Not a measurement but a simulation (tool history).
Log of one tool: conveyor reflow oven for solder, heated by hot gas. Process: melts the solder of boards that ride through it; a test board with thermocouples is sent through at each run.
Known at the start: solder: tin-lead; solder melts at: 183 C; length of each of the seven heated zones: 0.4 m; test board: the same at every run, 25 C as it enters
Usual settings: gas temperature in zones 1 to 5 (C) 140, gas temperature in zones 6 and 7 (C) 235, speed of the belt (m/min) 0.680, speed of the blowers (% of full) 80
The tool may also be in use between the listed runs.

run,hour,gas temperature in zones 1 to 5 (C),gas temperature in zones 6 and 7 (C),speed of the belt (m/min),speed of the blowers (% of full),highest temperature of the board (C),time above the solder's melting point (s)
1,0.0,140,235,0.680,80,221.2,57.0
2,15.3,140,235,0.680,80,221.2,56.7
3,37.6,140,235,0.680,80,221.2,56.9
4,51.1,140,235,0.680,80,222.2,56.3
5,62.8,140,235,0.680,80,221.2,56.5
6,84.9,140,235,0.680,80,221.5,56.4
7,102.8,140,235,0.680,75,220.3,55.9
# hour 108.3: belt drive overhauled, speed set with a stopwatch
8,116.8,140,235,0.680,75,220.8,55.7
9,133.1,140,235,0.680,75,219.3,55.8
10,143.3,140,235,0.680,80,221.5,56.9
11,157.2,140,235,0.680,80,220.7,57.6
12,167.9,140,235,0.554,80,227.7,74.9
# hour 185.0: belt drive overhauled, speed set with a stopwatch, once more
13,185.2,140,235,0.719,80,219.4,51.7
14,194.3,140,235,0.719,80,219.1,51.4
# hour 211.3: flux residue cleaned out of gas plates and filters
15,211.3,147,239,0.628,60,224.4,65.3
16,232.2,147,239,0.628,60,223.8,64.9
17,242.2,135,227,0.628,60,211.3,50.4
18,254.4,135,227,0.628,60,210.9,50.5
19,273.9,135,230,0.685,70,213.8,48.9
20,286.6,150,235,0.659,80,225.2,64.2
21,308.5,150,235,0.659,80,225.4,64.1
22,324.2,137,235,0.680,80,222.3,54.8
23,344.0,137,239,0.680,51,214.0,49.4

The same runs without the tool's hidden state, with the same run-to-run variation:
The hidden state here: heat that the gas passes to the board, % of a clean oven's; belt's true speed, % of the reading; true gas temperature in zones 6 and 7 over the reading, C; drift of the gauge itself on peak_c, C; drift of the gauge itself on liquid_s, %.
run,highest temperature of the board (C),time above the solder's melting point (s)
1,218.7,54.7
2,218.7,54.5
3,218.7,54.7
4,219.7,54.1
5,218.7,54.4
6,219.0,54.2
7,217.8,53.6
8,218.2,53.1
9,216.8,53.2
10,219.0,54.4
11,218.2,55.1
12,224.8,72.0
13,217.7,50.9
14,217.4,50.6
15,221.2,63.1
16,220.6,62.7
17,208.1,47.3
18,207.7,47.4
19,210.7,46.3
20,221.9,62.4
21,222.1,62.3
22,219.1,52.8
23,211.1,46.7
